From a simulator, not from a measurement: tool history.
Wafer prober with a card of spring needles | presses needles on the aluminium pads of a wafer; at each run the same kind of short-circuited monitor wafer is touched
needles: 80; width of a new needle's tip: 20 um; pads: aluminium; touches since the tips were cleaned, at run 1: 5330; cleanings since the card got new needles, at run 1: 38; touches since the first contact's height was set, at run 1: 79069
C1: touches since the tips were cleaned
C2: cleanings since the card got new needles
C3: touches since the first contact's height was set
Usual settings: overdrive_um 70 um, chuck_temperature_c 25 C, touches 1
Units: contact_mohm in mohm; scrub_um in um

run 1 hour=0 | overdrive_um=70 chuck_temperature_c=25 touches=1 | C1=5330 C2=38 C3=79069 | contact_mohm=298 scrub_um=11.5
-- hour=5.2 tips cleaned on abrasive film
-- hour=23.3 tips cleaned on abrasive film
run 2 hour=26.9 | overdrive_um=70 chuck_temperature_c=25 touches=1 | C1=1453 C2=40 C3=89834 | contact_mohm=222 scrub_um=11.51
-- hour=41.9 tips cleaned on abrasive film
run 3 hour=57 | overdrive_um=70 chuck_temperature_c=25 touches=1 | C1=6080 C2=41 C3=101939 | contact_mohm=305 scrub_um=11.47
-- hour=62.1 tips cleaned on abrasive film
-- hour=80.9 tips cleaned on abrasive film
run 4 hour=90.4 | overdrive_um=70 chuck_temperature_c=25 touches=1 | C1=3830 C2=43 C3=115348 | contact_mohm=275 scrub_um=11.45
-- hour=101.4 tips cleaned on abrasive film
run 5 hour=117.1 | overdrive_um=70 chuck_temperature_c=25 touches=2 | C1=6364 C2=44 C3=126107 | contact_mohm=246 scrub_um=11.46
-- hour=120.2 tips cleaned on abrasive film
run 6 hour=136.7 | overdrive_um=70 chuck_temperature_c=25 touches=2 | C1=6664 C2=45 C3=133980 | contact_mohm=246 scrub_um=11.45
-- hour=139.4 tips cleaned on abrasive film
-- hour=159.4 tips cleaned on abrasive film
run 7 hour=162.9 | overdrive_um=70 chuck_temperature_c=25 touches=2 | C1=1383 C2=47 C3=144454 | contact_mohm=198 scrub_um=11.43
-- hour=178.1 tips cleaned on abrasive film
run 8 hour=187.3 | overdrive_um=51 chuck_temperature_c=87 touches=1 | C1=3678 C2=48 C3=154259 | contact_mohm=364 scrub_um=8.24
-- hour=196.5 tips cleaned on abrasive film
run 9 hour=203.7 | overdrive_um=65 chuck_temperature_c=87 touches=1 | C1=2929 C2=49 C3=160878 | contact_mohm=284 scrub_um=10.58
-- hour=215.9 tips cleaned on abrasive film
run 10 hour=225.7 | overdrive_um=54 chuck_temperature_c=38 touches=1 | C1=3964 C2=50 C3=169693 | contact_mohm=363 scrub_um=8.75
-- hour=234.8 tips cleaned on abrasive film
-- hour=253.2 tips cleaned on abrasive film
run 11 hour=253.2 | overdrive_um=64 chuck_temperature_c=80 touches=3 | C1=0 C2=52 C3=180721 | contact_mohm=178 scrub_um=10.34
-- hour=272.9 tips cleaned on abrasive film
run 12 hour=272.9 | overdrive_um=64 chuck_temperature_c=80 touches=3 | C1=0 C2=53 C3=188642 | contact_mohm=175 scrub_um=10.38
-- hour=291.3 tips cleaned on abrasive film
run 13 hour=291.3 | overdrive_um=50 chuck_temperature_c=32 touches=3 | C1=0 C2=54 C3=196030 | contact_mohm=174 scrub_um=8.04
-- hour=309.4 tips cleaned on abrasive film
run 14 hour=311.2 | overdrive_um=50 chuck_temperature_c=109 touches=3 | C1=721 C2=55 C3=204026 | contact_mohm=212 scrub_um=8.06

Forecast each of these 3 alternatives for the next run:
run A hour=326.2 | overdrive_um=53 chuck_temperature_c=57 touches=2 | C1=6772 C2=55 C3=210077 | contact_mohm=? scrub_um=?
run B hour=326.2 | overdrive_um=70 chuck_temperature_c=57 touches=1 | C1=6772 C2=55 C3=210077 | contact_mohm=? scrub_um=?
run C hour=326.2 | overdrive_um=50 chuck_temperature_c=26 touches=2 | C1=6772 C2=55 C3=210077 | contact_mohm=? scrub_um=?

run=A contact_mohm=311 scrub_um=8.53
run=B contact_mohm=312 scrub_um=11.37
run=C contact_mohm=330 scrub_um=8.02
Without the tool's hidden state the same runs would have given:
run=A contact_mohm=168 scrub_um=8.77
run=B contact_mohm=165 scrub_um=11.62
run=C contact_mohm=164 scrub_um=8.26

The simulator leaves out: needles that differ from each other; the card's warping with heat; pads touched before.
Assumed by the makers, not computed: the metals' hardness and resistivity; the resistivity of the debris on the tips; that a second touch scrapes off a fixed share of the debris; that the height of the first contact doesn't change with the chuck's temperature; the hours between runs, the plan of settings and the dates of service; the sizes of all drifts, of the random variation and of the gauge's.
